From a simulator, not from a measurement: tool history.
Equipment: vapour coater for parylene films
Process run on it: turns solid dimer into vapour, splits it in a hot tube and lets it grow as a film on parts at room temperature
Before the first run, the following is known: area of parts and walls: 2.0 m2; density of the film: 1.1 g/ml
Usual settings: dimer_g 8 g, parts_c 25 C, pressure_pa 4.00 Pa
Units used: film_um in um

| run | hour | dimer_g | parts_c | pressure_pa | film_um |
|---|---|---|---|---|---|
| 1 | 0.0 | 8 | 25 | 4.00 | 2.25 |
| 2 | 28.9 | 8 | 25 | 4.00 | 2.21 |
| 3 | 54.3 | 8 | 25 | 4.00 | 2.30 |
| 4 | 75.0 | 8 | 25 | 4.00 | 2.21 |
| 5 | 88.0 | 8 | 25 | 4.00 | 2.18 |
| 6 | 102.6 | 8 | 25 | 4.00 | 2.19 |
| 7 | 122.9 | 8 | 25 | 4.00 | 2.21 |
| 8 | 138.2 | 8 | 25 | 4.00 | 2.21 |
| 9 | 155.6 | 8 | 19 | 4.00 | 2.93 |
| 10 | 177.5 | 8 | 19 | 4.00 | 2.94 |
| 11 | 194.7 | 5 | 29 | 3.96 | 1.13 |
| 12 | 206.5 | 3 | 25 | 2.86 | 0.87 |
| 13 | 227.8 | 3 | 25 | 2.86 | 0.88 |
| 14 | 245.5 | 8 | 32 | 4.00 | 1.56 |
|  | 277.1 | trap's valve overhauled |
| 15 | 277.8 | 8 | 18 | 3.72 | 3.29 |
| 16 | 293.9 | 8 | 18 | 3.72 | 3.35 |
| 17 | 318.7 | 8 | 18 | 3.72 | 3.30 |
| 18 | 343.7 | 7 | 25 | 5.06 | 1.92 |

Measured result minus the same run's result without the hidden state. Both carry the same run-to-run variation, though not necessarily the same gauge scatter:
The hidden state here: vapour lost through the trap's worn valve, %; true temperature of the parts over the reading, C; drift of the gauge itself on film_um, %.
| run | film_um |
|---|---|
| 1 | -0.09 |
| 2 | -0.10 |
| 3 | -0.12 |
| 4 | -0.13 |
| 5 | -0.14 |
| 6 | -0.14 |
| 7 | -0.15 |
| 8 | -0.15 |
| 9 | -0.23 |
| 10 | -0.24 |
| 11 | -0.10 |
| 12 | -0.07 |
| 13 | -0.08 |
| 14 | -0.15 |
| 15 | -0.04 |
| 16 | -0.06 |
| 17 | -0.07 |
| 18 | -0.05 |
